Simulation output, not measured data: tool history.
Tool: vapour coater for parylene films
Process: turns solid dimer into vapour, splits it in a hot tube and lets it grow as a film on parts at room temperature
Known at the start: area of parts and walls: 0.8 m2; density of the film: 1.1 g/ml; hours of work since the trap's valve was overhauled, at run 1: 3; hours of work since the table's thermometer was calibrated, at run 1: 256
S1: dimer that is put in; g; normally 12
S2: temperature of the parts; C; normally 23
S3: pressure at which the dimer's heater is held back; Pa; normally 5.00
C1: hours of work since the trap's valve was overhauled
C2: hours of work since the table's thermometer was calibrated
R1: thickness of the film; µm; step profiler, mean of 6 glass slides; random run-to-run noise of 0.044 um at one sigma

Run 1, hour 0.0: usual settings; C1 3; C2 256. Result: R1 9.40 µm.
Run 2, hour 42.8: usual settings; C1 34; C2 286. Result: R1 9.35 µm.
Run 3, hour 70.7: usual settings; C1 53; C2 306. Result: R1 9.38 µm.
Run 4, hour 108.8: usual settings; C1 80; C2 333. Result: R1 9.38 µm.
Run 5, hour 140.6: usual settings; C1 103; C2 356. Result: R1 9.38 µm.
Run 6, hour 190.0: usual settings; C1 138; C2 390. Result: R1 9.28 µm.
Run 7, hour 231.2: usual settings but S2 28 C; C1 167; C2 420. Result: R1 7.26 µm.
Run 8, hour 276.0: usual settings but S1 11 g; C1 198; C2 451. Result: R1 8.56 µm.
Run 9, hour 324.9: usual settings but S1 11 g; C1 233; C2 486. Result: R1 8.58 µm.
Run 10, hour 360.7: usual settings but S3 4.25 Pa; C1 258; C2 511. Result: R1 9.70 µm.
Run 11, hour 400.2: usual settings but S3 4.25 Pa; C1 286; C2 539. Result: R1 9.78 µm.
Run 12, hour 420.5: usual settings; C1 300; C2 553. Result: R1 9.38 µm.
Run 13, hour 469.9: usual settings but S1 21 g; C1 335; C2 588. Result: R1 16.34 µm.
Run 14, hour 517.9: usual settings but S1 21 g; C1 369; C2 622. Result: R1 16.41 µm.
Run 15, hour 548.4: usual settings but S1 21 g; C1 391; C2 644. Result: R1 16.51 µm.
Run 16, hour 574.3: usual settings but S1 6 g, S2 20 C, S3 2.49 Pa; C1 409; C2 662. Result: R1 6.37 µm.
Run 17, hour 606.2: usual settings but S1 5 g, S2 30 C, S3 6.42 Pa; C1 432; C2 685. Result: R1 2.60 µm.
Run 18, hour 653.7: usual settings but S1 8 g, S2 16 C, S3 6.84 Pa; C1 465; C2 718. Result: R1 8.24 µm.
Run 19, hour 682.7: usual settings but S3 3.67 Pa; C1 486; C2 739. Result: R1 9.98 µm.
Run 20, hour 730.8: usual settings but S1 16 g, S2 25 C, S3 5.69 Pa; C1 520; C2 773. Result: R1 10.88 µm.
Run 21, hour 753.2: usual settings but S1 7 g, S2 21 C; C1 535; C2 788. Result: R1 6.01 µm.
Run 22, hour 800.4: usual settings but S1 7 g, S2 18 C, S3 5.63 Pa; C1 569; C2 822. Result: R1 6.80 µm.
At hour 820.8: trap's valve overhauled.
Run 23, hour 828.4: usual settings but S1 8 g, S2 17 C, S3 3.13 Pa; C1 5; C2 839. Result: R1 8.97 µm.
Run 24, hour 850.4: usual settings but S1 8 g, S2 17 C, S3 3.13 Pa; C1 21; C2 854. Result: R1 8.87 µm.
Run 25, hour 872.2: usual settings but S1 13 g, S2 32 C, S3 3.61 Pa; C1 36; C2 870. Result: R1 6.95 µm.
Run 26, hour 908.8: usual settings but S1 18 g; C1 62; C2 895. Result: R1 14.08 µm.

Each row is a separate what-if for the run after 26, all from the same tool condition, not one after another. Results?
Run A, hour 952.9: usual settings but S3 5.33 Pa; C1 93; C2 927. Result: R1 ?.
Run B, hour 952.9: usual settings but S1 17 g, S2 25 C, S3 3.56 Pa; C1 93; C2 927. Result: R1 ?.
Run C, hour 952.9: usual settings but S1 10 g; C1 93; C2 927. Result: R1 ?.
Run D, hour 952.9: usual settings but S1 7 g, S2 29 C; C1 93; C2 927. Result: R1 ?.
Run E, hour 952.9: usual settings but S3 3.56 Pa; C1 93; C2 927. Result: R1 ?.

run     R1
  A   9.26
  B  13.02
  C   7.84
  D   4.04
  E  10.20
Without the tool's unlogged condition, the same runs would have read:
run     R1
  A   9.25
  B  13.00
  C   7.83
  D   4.03
  E  10.18

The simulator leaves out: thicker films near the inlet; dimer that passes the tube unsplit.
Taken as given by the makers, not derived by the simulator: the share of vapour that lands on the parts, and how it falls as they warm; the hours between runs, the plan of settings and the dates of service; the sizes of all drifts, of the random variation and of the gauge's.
